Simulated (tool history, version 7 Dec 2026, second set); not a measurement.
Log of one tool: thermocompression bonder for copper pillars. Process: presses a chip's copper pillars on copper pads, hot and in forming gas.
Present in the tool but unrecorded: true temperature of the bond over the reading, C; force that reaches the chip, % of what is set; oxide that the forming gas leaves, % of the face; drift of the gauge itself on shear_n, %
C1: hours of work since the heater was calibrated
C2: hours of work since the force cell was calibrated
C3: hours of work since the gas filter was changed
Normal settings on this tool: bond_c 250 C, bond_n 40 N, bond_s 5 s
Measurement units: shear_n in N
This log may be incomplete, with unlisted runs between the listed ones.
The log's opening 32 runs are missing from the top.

{"run": 33, "hour": 1509.9, "bond_c": 254, "bond_n": 26, "bond_s": 5, "C1": 213, "C2": 1184, "C3": 269, "shear_n": 44.9}
{"hour": 1515.1, "done": "forming gas filter changed"}
{"run": 34, "hour": 1545.5, "bond_c": 254, "bond_n": 37, "bond_s": 5, "C1": 238, "C2": 1209, "C3": 21, "shear_n": 64.1}
{"run": 35, "hour": 1607.4, "bond_c": 254, "bond_n": 37, "bond_s": 5, "C1": 282, "C2": 1253, "C3": 65, "shear_n": 62.5}
{"run": 36, "hour": 1636.1, "bond_c": 231, "bond_n": 42, "bond_s": 5, "C1": 302, "C2": 1273, "C3": 85, "shear_n": 50}
{"run": 37, "hour": 1696.3, "bond_c": 250, "bond_n": 29, "bond_s": 5, "C1": 344, "C2": 1315, "C3": 128, "shear_n": 47.3}
{"run": 38, "hour": 1753.0, "bond_c": 235, "bond_n": 33, "bond_s": 12, "C1": 384, "C2": 1355, "C3": 168, "shear_n": 57.9}
{"run": 39, "hour": 1814.8, "bond_c": 229, "bond_n": 48, "bond_s": 12, "C1": 428, "C2": 1399, "C3": 211, "shear_n": 73.7}
{"run": 40, "hour": 1845.5, "bond_c": 250, "bond_n": 31, "bond_s": 7, "C1": 450, "C2": 1420, "C3": 233, "shear_n": 57.2}

Branching from run 40: 3 alternative next runs. What would each branch give?
{"hour": 1900.0, "done": "forming gas filter changed"}
{"run": "A", "hour": 1913.7, "bond_c": 250, "bond_n": 27, "bond_s": 14, "C1": 497, "C2": 1468, "C3": 10, "shear_n": "?"}
{"hour": 1900.0, "done": "forming gas filter changed"}
{"run": "B", "hour": 1913.7, "bond_c": 256, "bond_n": 39, "bond_s": 3, "C1": 497, "C2": 1468, "C3": 10, "shear_n": "?"}
{"hour": 1900.0, "done": "forming gas filter changed"}
{"run": "C", "hour": 1913.7, "bond_c": 224, "bond_n": 33, "bond_s": 15, "C1": 497, "C2": 1468, "C3": 10, "shear_n": "?"}

run=A shear_n=62.1
run=B shear_n=58.7
run=C shear_n=52.1
What these runs would have given with no unlogged condition in the tool:
run=A shear_n=62.2
run=B shear_n=58.8
run=C shear_n=52.2
